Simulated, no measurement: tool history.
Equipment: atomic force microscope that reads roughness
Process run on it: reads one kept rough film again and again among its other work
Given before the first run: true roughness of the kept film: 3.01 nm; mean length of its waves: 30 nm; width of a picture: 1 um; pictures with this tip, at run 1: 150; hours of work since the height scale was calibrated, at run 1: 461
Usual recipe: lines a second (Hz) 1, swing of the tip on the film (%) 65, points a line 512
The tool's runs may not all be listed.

run	hour	lines a second (Hz)	swing of the tip on the film (%)	points a line	pictures with this tip	hours of work since the height scale was calibrated	roughness of the kept film (nm (root mean square))
1	0	1	65	512	150	461	2.599
2	14.7	1	65	512	173	472	2.601
3	30	1	65	512	196	483	2.61
# hour 34.8: new tip fitted
4	43.4	1	65	512	13	492	2.597
5	52.9	3.96	65	512	27	499	2.487
6	68.5	3.96	65	512	51	510	2.498
7	77.1	1.47	65	512	64	517	2.579
8	93	1.47	65	512	88	528	2.592
9	109.6	1	65	645	113	540	2.61
10	122.5	1	65	645	133	549	2.618
11	136.6	1	65	645	154	559	2.61
12	153	1	65	512	179	571	2.6
13	166.9	1	65	1001	200	581	2.616
# hour 169: new tip fitted
14	177	1	57	1001	12	588	2.641
15	190.2	1	65	512	32	598	2.612
16	199.4	1	65	512	46	604	2.629
17	216.3	1	65	512	72	616	2.618
18	227	1	65	512	88	624	2.612
19	241.6	1	65	512	110	635	2.606
20	257.3	1.05	65	465	134	646	2.583
21	270.3	2.63	65	512	153	655	2.535
22	287.6	1	65	477	179	668	2.599
23	300.5	2.11	78	290	199	677	2.468
# hour 302.8: new tip fitted
24	318.6	2.2	86	512	24	690	2.401
25	334.6	2.2	86	512	48	701	2.39
26	345	2.84	65	580	63	709	2.54
27	360.8	1	69	649	87	720	2.6
28	376.6	2.48	65	269	111	731	2.54
29	386.8	2.48	65	269	127	739	2.52
30	398.7	3.47	63	838	145	747	2.543
31	411.6	0.85	63	293	164	757	2.572
32	418.9	0.85	72	442	175	762	2.588
33	435.6	4	89	442	200	774	2.169
# hour 437.6: new tip fitted
34	448.6	4	89	442	16	783	2.165
35	463.1	4	89	442	38	793	2.167

What will run 36 give?
36	472.8	4	89	442	53	800	?

For run 36 the tool returned roughness of the kept film (nm (root mean square)) 2.172.
Had the tool carried no hidden state, the very same run would have given roughness of the kept film (nm (root mean square)) 2.174.
